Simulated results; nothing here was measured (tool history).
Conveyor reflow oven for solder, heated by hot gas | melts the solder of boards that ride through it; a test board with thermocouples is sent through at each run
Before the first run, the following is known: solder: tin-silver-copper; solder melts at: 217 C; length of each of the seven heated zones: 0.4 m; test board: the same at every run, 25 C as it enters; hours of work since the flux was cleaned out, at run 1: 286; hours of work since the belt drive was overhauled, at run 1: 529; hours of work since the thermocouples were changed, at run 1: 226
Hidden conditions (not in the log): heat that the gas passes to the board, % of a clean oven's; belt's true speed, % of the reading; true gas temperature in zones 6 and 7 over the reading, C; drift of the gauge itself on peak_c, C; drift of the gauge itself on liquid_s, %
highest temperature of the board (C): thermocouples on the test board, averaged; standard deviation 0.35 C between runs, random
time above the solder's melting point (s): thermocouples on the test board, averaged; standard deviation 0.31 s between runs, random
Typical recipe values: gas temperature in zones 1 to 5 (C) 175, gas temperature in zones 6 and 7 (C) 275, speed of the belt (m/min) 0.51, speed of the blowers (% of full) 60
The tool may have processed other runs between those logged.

run    hour  gas temperature in zones 1 to 5 (C)  gas temperature in zones 6 and 7 (C)  speed of the belt (m/min)  speed of the blowers (% of full)  hours of work since the flux was cleaned out  hours of work since the belt drive was overhauled  hours of work since the thermocouples were changed  highest temperature of the board (C)  time above the solder's melting point (s)
  1       0                                  175                                   275                       0.51                                60                                           286                                                529                                                 226                                 264.5                                       81.1
       32.2  -- flux residue cleaned out of gas plates and filters
  2    57.5                                  175                                   275                       0.51                                60                                            20                                                571                                                 268                                 263.8                                       81.4
  3    99.7                                  175                                   275                       0.51                                60                                            54                                                605                                                 301                                 263.8                                       82.1
  4   155.3                                  175                                   275                       0.51                                60                                            98                                                650                                                 346                                 264.5                                       81.3
  5   183.8                                  175                                   276                       0.51                                60                                           121                                                672                                                 369                                 265.3                                       82.1
  6   236.7                                  175                                   275                      0.532                                60                                           163                                                715                                                 411                                 262.9                                       76.8
  7   288.7                                  175                                   275                      0.532                                60                                           205                                                756                                                 452                                 262.9                                       76.9
  8   341.8                                  175                                   275                       0.51                                60                                           247                                                799                                                 495                                 264.2                                       81.3
  9   391.2                                  175                                   275                       0.51                                60                                           287                                                838                                                 534                                 264.2                                       80.9
      424.8  -- flux residue cleaned out of gas plates and filters
 10   450.5                                  175                                   275                       0.51                                60                                            21                                                882                                                 578                                   264                                         81
 11   494.2                                  175                                   275                       0.51                                60                                            56                                                916                                                 613                                 264.3                                       81.4
 12   521.5                                  175                                   275                       0.51                                60                                            77                                                938                                                 634                                 263.5                                       80.7
 13     561                                  175                                   275                       0.51                                60                                           109                                                970                                                 666                                   264                                       81.5
 14   610.7                                  175                                   275                       0.51                                60                                           149                                               1010                                                 706                                 263.8                                       81.2
 15   643.5                                  175                                   275                       0.51                                60                                           175                                               1036                                                 732                                 264.1                                       80.8
 16   667.2                                  160                                   273                      0.536                                60                                           194                                               1055                                                 751                                 258.5                                       68.2
      723.1  -- belt drive overhauled, speed set with a stopwatch
 17   723.1                                  175                                   287                      0.508                                60                                           235                                                  0                                                 792                                   275                                       87.7
 18   779.2                                  163                                   290                       0.51                                60                                           280                                                 45                                                 837                                 276.9                                       83.6
      821.6  -- flux residue cleaned out of gas plates and filters
 19   839.4                                  163                                   290                       0.51                                60                                            14                                                 89                                                 881                                 277.2                                       83.8
 20     878                                  160                                   290                       0.51                                74                                            45                                                120                                                 912                                 279.2                                       84.3
 21   904.2                                  160                                   290                       0.51                                74                                            66                                                141                                                 933                                 280.4                                       85.7
 22   940.5                                  160                                   290                       0.51                                74                                            95                                                170                                                 962                                 279.7                                       84.8
 23   963.6                                  160                                   290                       0.51                                74                                           114                                                188                                                 981                                 279.3                                       83.8
 24  1000.4                                  160                                   290                       0.51                                74                                           143                                                218                                                1010                                 279.8                                       84.4
 25  1050.5                                  189                                   290                       0.51                                55                                           183                                                258                                                1050                                 278.6                                       94.3
 26  1074.9                                  189                                   290                      0.569                                50                                           202                                                277                                                1070                                 273.5                                       82.1
 27  1118.8                                  175                                   283                      0.548                                60                                           238                                                312                                                1105                                 268.8                                       78.2

Run 28 has not been measured yet. What should we expect?
 28  1155.6                                  175                                   283                      0.548                                60                                           267                                                342                                                1134                                     ?                                          ?

Run 28 yielded highest temperature of the board (C) 269.8, time above the solder's melting point (s) 77.6.
Without the tool's hidden state the same run would have given highest temperature of the board (C) 269.8, time above the solder's melting point (s) 77.5.

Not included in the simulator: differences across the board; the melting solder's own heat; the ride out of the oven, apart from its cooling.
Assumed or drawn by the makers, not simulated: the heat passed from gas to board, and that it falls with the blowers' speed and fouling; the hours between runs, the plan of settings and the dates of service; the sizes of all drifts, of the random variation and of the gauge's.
